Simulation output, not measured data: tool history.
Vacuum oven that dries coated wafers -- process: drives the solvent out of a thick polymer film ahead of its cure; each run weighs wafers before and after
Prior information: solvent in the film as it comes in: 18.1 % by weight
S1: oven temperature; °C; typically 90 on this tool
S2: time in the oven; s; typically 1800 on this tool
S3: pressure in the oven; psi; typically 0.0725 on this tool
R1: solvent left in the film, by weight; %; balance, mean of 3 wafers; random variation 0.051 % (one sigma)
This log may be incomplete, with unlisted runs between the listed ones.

| run | hour | S1 | S2 | S3 | R1 |
|---|---|---|---|---|---|
| 1 | 0.0 | 90 | 1800 | 0.0725 | 0.99 |
| 2 | 16.6 | 90 | 1800 | 0.0725 | 1.01 |
| 3 | 43.3 | 90 | 1800 | 0.0725 | 1.11 |
| 4 | 69.2 | 90 | 1800 | 0.0725 | 1.01 |
| 5 | 82.4 | 90 | 1800 | 0.0725 | 1.04 |
| 6 | 107.9 | 90 | 1800 | 0.0725 | 1.02 |
| 7 | 128.8 | 90 | 1800 | 0.0725 | 1.04 |
| 8 | 154.6 | 90 | 1800 | 0.0725 | 1.09 |
| 9 | 177.9 | 83 | 3180 | 0.0725 | 0.92 |
| 10 | 194.6 | 83 | 3180 | 0.0725 | 0.98 |
| 11 | 210.6 | 83 | 3180 | 0.0725 | 0.93 |
| 12 | 232.2 | 83 | 1080 | 0.0725 | 5.22 |
| 13 | 253.8 | 96 | 1560 | 0.2659 | 1.21 |
| 14 | 265.9 | 96 | 1560 | 0.2659 | 1.23 |

Branching from run 14: 3 alternative next runs. What would each branch give?
| A | 290.3 | 80 | 1800 | 0.0725 | ? |
| B | 290.3 | 90 | 2940 | 0.1946 | ? |
| C | 290.3 | 95 | 1800 | 0.0725 | ? |

| run | R1 |
|---|---|
| A | 3.71 |
| B | 0.89 |
| C | 0.47 |
The same runs, with their run-to-run variation unchanged, on a tool lacking any hidden condition would have given:
| run | R1 |
|---|---|
| A | 3.70 |
| B | 0.88 |
| C | 0.47 |

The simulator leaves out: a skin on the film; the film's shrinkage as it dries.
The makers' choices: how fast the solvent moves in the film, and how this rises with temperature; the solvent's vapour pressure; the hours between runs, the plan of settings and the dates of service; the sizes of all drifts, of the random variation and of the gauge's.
